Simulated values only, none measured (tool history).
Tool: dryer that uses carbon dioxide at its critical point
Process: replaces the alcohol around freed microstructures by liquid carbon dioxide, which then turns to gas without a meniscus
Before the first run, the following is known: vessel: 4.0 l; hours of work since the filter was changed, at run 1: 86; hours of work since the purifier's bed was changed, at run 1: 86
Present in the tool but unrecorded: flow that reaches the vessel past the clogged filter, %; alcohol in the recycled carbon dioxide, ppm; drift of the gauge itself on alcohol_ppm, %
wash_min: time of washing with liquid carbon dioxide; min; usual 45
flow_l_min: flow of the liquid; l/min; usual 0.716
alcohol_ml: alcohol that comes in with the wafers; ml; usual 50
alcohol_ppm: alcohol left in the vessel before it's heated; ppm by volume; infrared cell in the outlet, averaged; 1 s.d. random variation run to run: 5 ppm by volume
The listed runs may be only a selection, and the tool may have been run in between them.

run	day	wash_min	flow_l_min	alcohol_ml	hours of work since the filter was changed	hours of work since the purifier's bed was changed	alcohol_ppm
1	0.000	45	0.716	50	86	86	59
2	0.975	47	0.716	50	101	101	51
3	2.158	45	0.716	50	119	119	65
4	3.438	45	0.716	50	138	138	69
5	4.712	45	0.716	50	157	157	78
6	5.358	45	0.716	26	167	167	62
7	6.129	45	0.716	26	179	179	64
8	7.350	51	0.716	50	197	197	56
# day 8.671: inlet filter changed
9	8.771	51	0.592	50	2	218	87
10	9.800	51	0.592	50	17	234	99
11	10.842	51	0.592	50	33	250	94
12	12.362	45	0.716	50	56	273	88
13	13.154	45	0.716	50	68	285	104
14	14.479	45	0.716	50	88	305	97
15	15.492	45	0.913	39	103	320	64
16	16.817	42	0.716	32	123	340	105

Run 17, settings as shown, results not yet in. Your forecast:
17	17.971	42	0.716	32	141	358	?

alcohol_ppm: 105 ppm by volume
With no hidden state in the tool, this same run would have given alcohol_ppm 33 ppm by volume.

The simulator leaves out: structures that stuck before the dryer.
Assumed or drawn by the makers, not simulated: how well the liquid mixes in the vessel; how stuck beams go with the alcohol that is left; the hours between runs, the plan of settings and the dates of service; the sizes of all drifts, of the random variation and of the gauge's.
